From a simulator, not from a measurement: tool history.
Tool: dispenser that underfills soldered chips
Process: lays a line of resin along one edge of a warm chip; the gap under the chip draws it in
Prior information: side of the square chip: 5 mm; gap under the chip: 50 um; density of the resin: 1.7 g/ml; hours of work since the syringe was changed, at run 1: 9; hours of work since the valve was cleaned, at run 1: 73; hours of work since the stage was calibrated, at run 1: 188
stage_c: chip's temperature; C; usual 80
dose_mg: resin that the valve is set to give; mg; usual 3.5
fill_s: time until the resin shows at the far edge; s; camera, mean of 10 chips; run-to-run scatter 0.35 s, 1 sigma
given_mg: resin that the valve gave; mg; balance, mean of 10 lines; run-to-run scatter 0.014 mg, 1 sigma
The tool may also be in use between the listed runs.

| run | hour | stage_c | dose_mg | hours of work since the syringe was changed | hours of work since the valve was cleaned | hours of work since the stage was calibrated | fill_s | given_mg |
|---|---|---|---|---|---|---|---|---|
| 1 | 0 | 80 | 3.5 | 9 | 73 | 188 | 25.4 | 3.38 |
|  | 3.1 | new syringe of resin |
| 2 | 6.6 | 95 | 3.5 | 2 | 77 | 192 | 11.4 | 3.41 |
| 3 | 11.5 | 95 | 3.5 | 5 | 80 | 195 | 13.7 | 3.39 |
|  | 16.4 | dispensing valve cleaned and set on the balance |
|  | 20.7 | new syringe of resin |
| 4 | 21.3 | 95 | 3.5 | 0 | 3 | 201 | 10.6 | 3.48 |
| 5 | 30.3 | 80 | 3.5 | 6 | 9 | 206 | 21.9 | 3.5 |
| 6 | 36.8 | 80 | 3.5 | 10 | 13 | 210 | 26.9 | 3.48 |
|  | 37.8 | new syringe of resin |
| 7 | 46.3 | 80 | 3.5 | 5 | 19 | 216 | 21.5 | 3.48 |
|  | 54.9 | new syringe of resin |
| 8 | 56 | 80 | 3.5 | 1 | 25 | 222 | 17.6 | 3.46 |
| 9 | 62.4 | 80 | 3.5 | 5 | 29 | 226 | 21.2 | 3.45 |
| 10 | 67.9 | 68 | 3.5 | 8 | 32 | 230 | 36.5 | 3.44 |
|  | 71.5 | new syringe of resin |
| 11 | 73.3 | 94 | 3.19 | 1 | 35 | 233 | 11.2 | 3.14 |
| 12 | 80 | 75 | 4.09 | 5 | 40 | 237 | 25.3 | 4.03 |
|  | 88.8 | new syringe of resin |
| 13 | 89.2 | 83 | 3.31 | 0 | 45 | 243 | 15.2 | 3.26 |
| 14 | 99.2 | 79 | 4.2 | 7 | 52 | 249 | 23.2 | 4.14 |
|  | 105.6 | new syringe of resin |
| 15 | 108.6 | 94 | 4.28 | 2 | 57 | 255 | 11.7 | 4.17 |

Some steps in fill_s, run to run, broken into two amounts with sign: the step expected even without the hidden condition (settings, incoming material, random variation), and the rest, left for the hidden condition together with whatever gauge scatter is not in both the measured and the hidden-condition-free result:
Hidden conditions of the tool in this case: resin's viscosity, % of fresh resin's; dose that the valve gives, % of what is set; true chip temperature over the reading, C; drift of the gauge itself on fill_s, %; drift of the gauge itself on given_mg, %.
Run 10 -> 11: stage_c 68 -> 94, dose_mg 3.5 -> 3.19, new syringe of resin. fill_s -25.3 s: hidden state -10.6, all else -14.7.

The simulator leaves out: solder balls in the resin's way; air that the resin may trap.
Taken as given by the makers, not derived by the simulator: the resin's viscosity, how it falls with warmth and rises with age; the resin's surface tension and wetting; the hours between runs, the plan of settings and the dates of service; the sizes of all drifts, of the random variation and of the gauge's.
